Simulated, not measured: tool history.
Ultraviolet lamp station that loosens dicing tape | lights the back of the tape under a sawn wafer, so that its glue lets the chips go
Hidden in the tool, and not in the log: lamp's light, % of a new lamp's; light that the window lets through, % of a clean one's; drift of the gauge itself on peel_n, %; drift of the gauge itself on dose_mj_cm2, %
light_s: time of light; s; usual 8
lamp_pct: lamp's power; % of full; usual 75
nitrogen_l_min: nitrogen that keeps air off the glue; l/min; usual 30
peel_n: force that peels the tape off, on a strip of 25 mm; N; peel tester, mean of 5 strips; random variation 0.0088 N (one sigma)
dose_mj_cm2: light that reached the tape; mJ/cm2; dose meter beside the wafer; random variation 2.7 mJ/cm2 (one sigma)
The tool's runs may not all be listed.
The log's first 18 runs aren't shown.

run   hour  light_s  lamp_pct  nitrogen_l_min  hours of work of the lamp  hours of work since the window was cleaned  peel_n  dose_mj_cm2
 19  355.9        8        75              13                        443                                         240   0.525          362
 20  376.7       14        75              30                        458                                         254   0.208          626
 21    398        8        75              30                        472                                         269    0.36          364
 22  420.1        8        75              30                        487                                         284   0.357          363
 23  443.5        5        98              18                        503                                         300   0.671          296
 24  457.5       10        73              13                        513                                         309    0.37          441
 25  485.9        8        68              11                        532                                         329   0.763          326
 26  512.6        4        87              41                        551                                         347   0.969          208
 27  529.9        4        87              41                        563                                         359   0.983          215
 28  544.8        8        79              16                        573                                         369   0.459          380
 29  556.8        8        79              16                        581                                         377   0.435          378
 30  576.3        8        79              41                        594                                         391   0.299          380
 31  595.3        8        79              41                        607                                         404   0.308          378
     609.7  -- window cleaned of glue's vapour
 32  615.9        7        74              30                        621                                           4   0.495          312
 33  630.2        7        77              30                        631                                          14    0.45          323
 34  642.3       15        75              10                        639                                          22   0.247          678
 35  668.9       16        83              24                        657                                          41   0.226          793
 36  691.1        5        83              24                        673                                          56   0.847          249
 37  708.9        5        83              24                        685                                          68   0.844          253
 38  726.3        9        83              30                        697                                          80   0.262          446
 39  739.3        8        81              11                        706                                          89   0.498          395
 40  763.3        8        81              11                        722                                         105   0.506          392
 41  785.7       10        75              57                        738                                         121    0.24          455
 42  800.3        8        78              41                        748                                         131   0.304          378
 43  817.7        8        78              41                        759                                         143   0.314          373

Forecast each of these 3 alternatives for the next run:
  A  835.8        5        83              17                        772                                         155       ?            ?
  B  835.8        8        62              41                        772                                         155       ?            ?
  C  835.8        8        78              17                        772                                         155       ?            ?

run  peel_n  dose_mj_cm2
  A   1.009          251
  B   0.471          299
  C   0.426          374
Without the tool's hidden state the same runs would have given:
run  peel_n  dose_mj_cm2
  A   1.006          252
  B    0.47          299
  C   0.425          374
